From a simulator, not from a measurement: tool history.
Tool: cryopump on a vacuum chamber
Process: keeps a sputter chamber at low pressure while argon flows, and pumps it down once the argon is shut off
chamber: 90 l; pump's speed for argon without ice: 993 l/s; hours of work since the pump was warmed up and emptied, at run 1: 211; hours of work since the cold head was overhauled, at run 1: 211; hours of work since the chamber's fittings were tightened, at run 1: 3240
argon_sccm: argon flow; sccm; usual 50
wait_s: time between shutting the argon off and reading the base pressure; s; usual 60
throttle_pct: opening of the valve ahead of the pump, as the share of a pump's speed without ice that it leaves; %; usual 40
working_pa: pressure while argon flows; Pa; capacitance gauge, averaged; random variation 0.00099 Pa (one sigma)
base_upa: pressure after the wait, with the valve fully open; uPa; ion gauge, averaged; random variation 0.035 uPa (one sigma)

| run | hour | argon_sccm | wait_s | throttle_pct | hours of work since the pump was warmed up and emptied | hours of work since the cold head was overhauled | hours of work since the chamber's fittings were tightened | working_pa | base_upa |
|---|---|---|---|---|---|---|---|---|---|
| 1 | 0 | 50 | 60 | 40 | 211 | 211 | 3240 | 0.2185 | 4.85 |
| 2 | 10.2 | 50 | 60 | 16 | 217 | 217 | 3247 | 0.5337 | 4.88 |
| 3 | 21 | 50 | 60 | 16 | 225 | 225 | 3254 | 0.5363 | 5.01 |
| 4 | 39 | 50 | 60 | 16 | 237 | 237 | 3266 | 0.5374 | 5.04 |
| 5 | 54.4 | 50 | 60 | 16 | 247 | 247 | 3276 | 0.5401 | 4.99 |
| 6 | 72.9 | 50 | 60 | 16 | 259 | 259 | 3289 | 0.5363 | 4.96 |
| 7 | 87.2 | 27 | 36 | 50 | 269 | 269 | 3298 | 0.095 | 6.25 |
| 8 | 97.1 | 87 | 272 | 58 | 275 | 275 | 3305 | 0.2661 | 3.77 |
| 9 | 116.6 | 37 | 60 | 32 | 288 | 288 | 3318 | 0.2017 | 5.04 |
| 10 | 132.1 | 69 | 173 | 40 | 298 | 298 | 3328 | 0.3039 | 4.06 |
| 11 | 148.1 | 75 | 44 | 51 | 309 | 309 | 3339 | 0.2597 | 5.73 |

4 ways to go on from here, each from the tool as it stands after run 11. What would each give?
| A | 165.6 | 50 | 21 | 21 | 321 | 321 | 3350 | ? | ? |
| B | 165.6 | 50 | 61 | 40 | 321 | 321 | 3350 | ? | ? |
| C | 165.6 | 38 | 62 | 19 | 321 | 321 | 3350 | ? | ? |
| D | 165.6 | 70 | 135 | 22 | 321 | 321 | 3350 | ? | ? |

| run | working_pa | base_upa |
|---|---|---|
| A | 0.4119 | 8.18 |
| B | 0.2213 | 5.11 |
| C | 0.3457 | 4.95 |
| D | 0.5563 | 4.18 |
Without the tool's hidden state the same runs would have given:
| run | working_pa | base_upa |
|---|---|---|
| A | 0.4044 | 4.92 |
| B | 0.2138 | 1.89 |
| C | 0.34 | 1.8 |
| D | 0.5457 | 0.99 |

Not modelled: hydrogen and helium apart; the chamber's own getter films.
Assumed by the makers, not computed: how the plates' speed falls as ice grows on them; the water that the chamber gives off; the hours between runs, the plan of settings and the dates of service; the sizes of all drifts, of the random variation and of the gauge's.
